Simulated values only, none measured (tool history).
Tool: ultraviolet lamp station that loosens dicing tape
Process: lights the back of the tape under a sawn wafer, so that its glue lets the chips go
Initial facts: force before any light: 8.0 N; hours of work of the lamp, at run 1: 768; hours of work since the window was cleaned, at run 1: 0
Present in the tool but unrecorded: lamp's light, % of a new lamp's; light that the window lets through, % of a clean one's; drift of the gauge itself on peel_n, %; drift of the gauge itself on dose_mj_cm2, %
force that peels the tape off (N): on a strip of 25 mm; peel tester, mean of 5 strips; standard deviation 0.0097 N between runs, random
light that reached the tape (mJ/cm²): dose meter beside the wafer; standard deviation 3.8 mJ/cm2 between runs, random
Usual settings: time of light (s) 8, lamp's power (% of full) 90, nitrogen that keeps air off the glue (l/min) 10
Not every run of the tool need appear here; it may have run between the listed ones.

run,hour,time of light (s),lamp's power (% of full),nitrogen that keeps air off the glue (l/min),hours of work of the lamp,hours of work since the window was cleaned,force that peels the tape off (N),light that reached the tape (mJ/cm²)
1,0.0,8,90,10,768,0,0.410,644
2,40.4,8,90,10,790,22,0.424,641
3,80.7,8,90,10,812,44,0.404,643
4,102.7,8,90,10,824,56,0.402,641
5,135.4,8,90,10,842,74,0.423,646
6,173.1,8,90,10,863,95,0.413,644
7,218.0,8,67,10,887,120,0.812,475
8,261.8,8,67,10,911,144,0.840,477
9,289.1,5,67,10,926,159,1.844,298
10,337.6,5,67,10,953,185,1.912,294
11,368.5,8,90,11,970,202,0.388,637
12,406.4,8,90,11,991,223,0.381,638
# hour 425.1: window cleaned of glue's vapour
13,441.3,8,90,11,1010,9,0.388,638
14,471.5,8,90,11,1026,26,0.389,642
15,494.9,4,90,10,1039,38,1.646,327
16,517.3,8,90,9,1051,51,0.451,645
17,550.5,8,90,9,1070,69,0.468,641
18,596.8,8,90,9,1095,94,0.467,649
19,617.2,8,90,10,1106,106,0.411,639
20,645.3,8,90,9,1122,121,0.443,627
21,667.0,6,90,10,1134,133,0.846,480
22,690.5,6,81,4,1147,146,1.871,433
23,710.6,13,76,18,1158,157,0.147,878
24,754.4,13,76,18,1182,181,0.142,881
25,786.9,13,76,18,1200,199,0.138,878
26,814.4,4,90,9,1215,214,1.801,319
27,847.1,4,90,9,1233,232,1.789,320
# hour 851.7: window cleaned of glue's vapour
28,879.0,4,90,9,1250,15,1.801,318
29,907.7,4,90,5,1266,31,2.461,323
30,956.2,6,90,11,1292,57,0.744,483
31,1000.7,12,87,14,1317,82,0.141,932
32,1045.5,5,90,4,1341,106,2.091,399
33,1070.6,7,90,17,1355,120,0.371,559
34,1102.7,9,62,17,1373,138,0.493,496
35,1122.7,9,62,17,1384,149,0.484,497
36,1165.5,14,85,14,1407,172,0.122,1053
37,1197.6,8,91,3,1425,190,1.214,650
38,1233.0,8,91,3,1444,209,1.219,647
39,1266.9,5,85,9,1463,228,1.368,380
# hour 1276.4: window cleaned of glue's vapour
40,1290.8,5,85,9,1476,8,1.396,382
41,1314.1,8,79,12,1489,21,0.472,566

For each entry between runs, how does the tool's hidden state at the last listed run before it compare with that at the first listed run after it?
Runs 12 to 13: window cleaned of glue's vapour (hour 425.1)
  light that the window lets through, % of a clean one's: 99.9 -> 100
Runs 27 to 28: window cleaned of glue's vapour (hour 851.7)
  light that the window lets through, % of a clean one's: 99.9 -> 100
Runs 39 to 40: window cleaned of glue's vapour (hour 1276.4)
  light that the window lets through, % of a clean one's: 99.9 -> 100
